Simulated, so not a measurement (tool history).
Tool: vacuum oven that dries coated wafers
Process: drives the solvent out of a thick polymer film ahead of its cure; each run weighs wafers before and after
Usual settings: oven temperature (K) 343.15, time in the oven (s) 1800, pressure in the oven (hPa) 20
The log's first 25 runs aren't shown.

run	hour	oven temperature (K)	time in the oven (s)	pressure in the oven (hPa)	solvent left in the film (%)
26	428.4	341.15	1440	20	7.26
27	441.2	333.15	1200	32.1	11.49
28	457.6	330.15	1560	21.2	10.41
29	475.1	330.15	1560	21.2	10.49
30	486.7	345.15	1560	12.7	5.03
31	497.6	345.15	3180	38	2.85
32	509.6	343.15	1140	60.8	9.26
33	533.9	343.15	1320	15.5	6.9
34	554	343.15	1440	27.2	6.66
35	572.1	343.15	1200	38	8.12
36	591.2	356.15	1800	21.4	1.93
37	601.6	356.15	1800	21.4	1.85
38	623.9	347.15	1260	20	5.9
39	645.7	343.15	1260	19.5	7.26
40	668.2	349.15	2820	20	1.53
41	680.9	349.15	2820	20	1.69
42	698	353.15	2820	54.9	2.3
43	716.6	342.15	2160	42.3	5.14
44	738.8	342.15	2160	42.3	5.2
45	756.4	354.15	2460	63.7	2.64
46	776.2	347.15	1800	12.5	3.52

Forecast each of these 3 alternatives for the next run:
A	793.2	345.15	2160	20	?
B	793.2	343.15	1800	44.4	?
C	793.2	353.15	1320	20.8	?

run	solvent left in the film (%)
A	3.41
B	5.95
C	3.78
Without the tool's hidden state the same runs would have given:
run	solvent left in the film (%)
A	3.72
B	6.37
C	4.12
